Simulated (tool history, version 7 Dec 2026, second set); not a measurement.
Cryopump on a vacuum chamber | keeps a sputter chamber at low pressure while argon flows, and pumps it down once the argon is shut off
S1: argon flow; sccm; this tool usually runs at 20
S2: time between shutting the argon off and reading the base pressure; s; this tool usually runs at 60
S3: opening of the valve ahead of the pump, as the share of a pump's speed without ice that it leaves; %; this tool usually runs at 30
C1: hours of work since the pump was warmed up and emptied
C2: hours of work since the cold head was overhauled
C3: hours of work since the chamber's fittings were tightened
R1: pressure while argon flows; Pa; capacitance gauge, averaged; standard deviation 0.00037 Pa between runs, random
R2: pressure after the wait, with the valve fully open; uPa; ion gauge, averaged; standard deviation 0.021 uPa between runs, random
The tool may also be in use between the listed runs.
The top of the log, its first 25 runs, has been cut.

Run 26, hour 379.4: usual settings but S1 14 sccm, S2 36 s, S3 49 %; C1 600; C2 600; C3 621. Result: R1 0.0244 Pa, R2 1.12 uPa.
Run 27, hour 395.7: usual settings but S1 14 sccm, S2 36 s, S3 35 %; C1 612; C2 612; C3 633. Result: R1 0.0332 Pa, R2 1.13 uPa.
Run 28, hour 414.2: usual settings but S2 176 s; C1 626; C2 626; C3 647. Result: R1 0.0547 Pa, R2 0.7 uPa.
Run 29, hour 433.5: usual settings but S2 176 s; C1 640; C2 640; C3 661. Result: R1 0.055 Pa, R2 0.68 uPa.
Run 30, hour 450.7: usual settings but S2 238 s; C1 653; C2 653; C3 674. Result: R1 0.0552 Pa, R2 0.69 uPa.
Run 31, hour 459.9: usual settings but S2 238 s; C1 660; C2 660; C3 681. Result: R1 0.056 Pa, R2 0.68 uPa.
Run 32, hour 473.5: usual settings but S1 16 sccm, S2 106 s, S3 33 %; C1 670; C2 670; C3 691. Result: R1 0.0401 Pa, R2 0.85 uPa.
Run 33, hour 491.4: usual settings but S1 23 sccm, S2 40 s, S3 28 %; C1 683; C2 683; C3 704. Result: R1 0.0674 Pa, R2 1.17 uPa.
Run 34, hour 503.5: usual settings but S1 23 sccm, S2 40 s, S3 28 %; C1 692; C2 692; C3 713. Result: R1 0.0683 Pa, R2 1.16 uPa.
Run 35, hour 513.3: usual settings but S1 16 sccm, S2 40 s, S3 24 %; C1 699; C2 699; C3 720. Result: R1 0.0551 Pa, R2 1.17 uPa.

3 ways to go on from here, each from the tool as it stands after run 35. What would each give?
Run A, hour 526.1: usual settings but S2 66 s, S3 52 %; C1 708; C2 708; C3 730. Result: R1 ?, R2 ?.
Run B, hour 526.1: usual settings but S1 14 sccm, S2 254 s, S3 25 %; C1 708; C2 708; C3 730. Result: R1 ?, R2 ?.
Run C, hour 526.1: usual settings but S1 16 sccm, S2 40 s, S3 31 %; C1 708; C2 708; C3 730. Result: R1 ?, R2 ?.

run      R1    R2
  A  0.0335  0.96
  B  0.0459  0.74
  C  0.0438  1.18
With no hidden state in the tool, these same runs would have given:
run      R1    R2
  A  0.0298  0.46
  B  0.0433  0.24
  C  0.0408  0.67

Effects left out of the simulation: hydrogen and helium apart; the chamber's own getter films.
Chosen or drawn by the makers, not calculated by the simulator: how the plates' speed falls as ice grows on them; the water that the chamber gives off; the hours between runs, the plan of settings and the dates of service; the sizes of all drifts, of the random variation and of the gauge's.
